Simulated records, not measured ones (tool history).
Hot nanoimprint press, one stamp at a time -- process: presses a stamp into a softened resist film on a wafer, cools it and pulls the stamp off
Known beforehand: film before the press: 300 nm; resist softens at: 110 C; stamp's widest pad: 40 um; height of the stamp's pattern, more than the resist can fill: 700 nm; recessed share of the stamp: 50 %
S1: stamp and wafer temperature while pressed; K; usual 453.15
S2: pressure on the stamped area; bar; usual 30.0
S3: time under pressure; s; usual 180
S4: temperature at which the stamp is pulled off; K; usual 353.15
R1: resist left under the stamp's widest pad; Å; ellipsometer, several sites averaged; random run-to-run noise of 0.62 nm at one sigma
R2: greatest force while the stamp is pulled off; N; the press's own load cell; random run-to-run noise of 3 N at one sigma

| run | hour | S1 | S2 | S3 | S4 | R1 | R2 |
|---|---|---|---|---|---|---|---|
| 1 | 0.0 | 453.15 | 30.0 | 180 | 353.15 | 1221 | 166 |
|  | 31.0 | plate thermocouple calibrated |
| 2 | 62.1 | 453.15 | 30.0 | 180 | 353.15 | 1182 | 161 |
| 3 | 101.2 | 453.15 | 30.0 | 180 | 353.15 | 1188 | 175 |
|  | 129.7 | stamp cleaned and given a new release coat |
| 4 | 168.6 | 457.15 | 30.0 | 180 | 353.15 | 1009 | 151 |
| 5 | 232.2 | 457.15 | 30.0 | 180 | 353.15 | 1019 | 155 |
| 6 | 268.9 | 453.15 | 30.0 | 180 | 348.15 | 1205 | 187 |
| 7 | 315.6 | 453.15 | 30.0 | 180 | 348.15 | 1197 | 196 |
|  | 354.7 | stamp cleaned and given a new release coat |
| 8 | 382.9 | 453.15 | 30.0 | 180 | 353.15 | 1200 | 148 |
| 9 | 428.3 | 453.15 | 29.7 | 180 | 353.15 | 1209 | 157 |
| 10 | 467.2 | 453.15 | 29.7 | 180 | 353.15 | 1233 | 164 |
| 11 | 529.8 | 453.15 | 30.0 | 180 | 353.15 | 1215 | 170 |
|  | 579.8 | stamp cleaned and given a new release coat |
| 12 | 590.8 | 453.15 | 42.7 | 180 | 353.15 | 1015 | 149 |
| 13 | 624.3 | 453.15 | 42.7 | 180 | 353.15 | 1018 | 151 |
| 14 | 659.2 | 453.15 | 42.7 | 180 | 353.15 | 1015 | 158 |
| 15 | 690.4 | 453.15 | 42.7 | 180 | 353.15 | 1022 | 161 |
| 16 | 741.8 | 453.15 | 23.6 | 351 | 353.15 | 1114 | 170 |
| 17 | 785.7 | 447.15 | 23.1 | 329 | 346.15 | 1490 | 217 |
|  | 803.4 | stamp cleaned and given a new release coat |
| 18 | 859.0 | 465.15 | 23.1 | 241 | 352.15 | 809 | 163 |
|  | 888.4 | plate thermocouple calibrated |
| 19 | 918.9 | 452.15 | 27.8 | 322 | 352.15 | 1027 | 164 |
| 20 | 972.9 | 452.15 | 27.8 | 322 | 352.15 | 1024 | 163 |
|  | 1033.8 | stamp cleaned and given a new release coat |
| 21 | 1034.7 | 452.15 | 27.8 | 322 | 352.15 | 1030 | 145 |
| 22 | 1088.3 | 449.15 | 27.8 | 322 | 352.15 | 1193 | 155 |
| 23 | 1128.3 | 452.15 | 23.5 | 154 | 345.15 | 1496 | 188 |
| 24 | 1165.3 | 453.15 | 35.4 | 228 | 342.15 | 1000 | 206 |
| 25 | 1219.1 | 453.15 | 35.4 | 228 | 344.15 | 1006 | 219 |
|  | 1260.6 | stamp cleaned and given a new release coat |
| 26 | 1268.2 | 453.15 | 35.4 | 228 | 344.15 | 1013 | 187 |
| 27 | 1297.6 | 460.15 | 26.1 | 115 | 342.15 | 1146 | 194 |
| 28 | 1361.5 | 444.15 | 39.5 | 302 | 361.15 | 1295 | 125 |
| 29 | 1417.8 | 444.15 | 39.5 | 302 | 358.15 | 1309 | 150 |

A few steps of R1 between consecutive runs. Split each: what settings, incoming material and random variation would produce without the hidden state, and what is left over for the hidden state, along with gauge scatter present in only one of the two compared results (measured, and without hidden state):
The tool's hidden condition here consists of: true temperature over the reading, C; pressure that arrives at the usual setting, %; grip of the stamp's worn release coat, % over a new coat's; drift of the gauge itself on residual_nm, %; drift of the gauge itself on pull_off_n, %.
Run 1 -> 2: plate thermocouple calibrated. R1 -39 Å: hidden state -54, all else +15.
Run 17 -> 18: S1 447.15 -> 465.15, S3 329 -> 241, S4 346.15 -> 352.15, stamp cleaned and given a new release coat. R1 -681 Å: hidden state -50, all else -631.
Run 18 -> 19: S1 465.15 -> 452.15, S2 23.1 -> 27.8, S3 241 -> 322, plate thermocouple calibrated. R1 +218 Å: hidden state -51, all else +269.
Run 23 -> 24: S1 452.15 -> 453.15, S2 23.5 -> 35.4, S3 154 -> 228, S4 345.15 -> 342.15. R1 -496 Å: hidden state +3, all else -499.

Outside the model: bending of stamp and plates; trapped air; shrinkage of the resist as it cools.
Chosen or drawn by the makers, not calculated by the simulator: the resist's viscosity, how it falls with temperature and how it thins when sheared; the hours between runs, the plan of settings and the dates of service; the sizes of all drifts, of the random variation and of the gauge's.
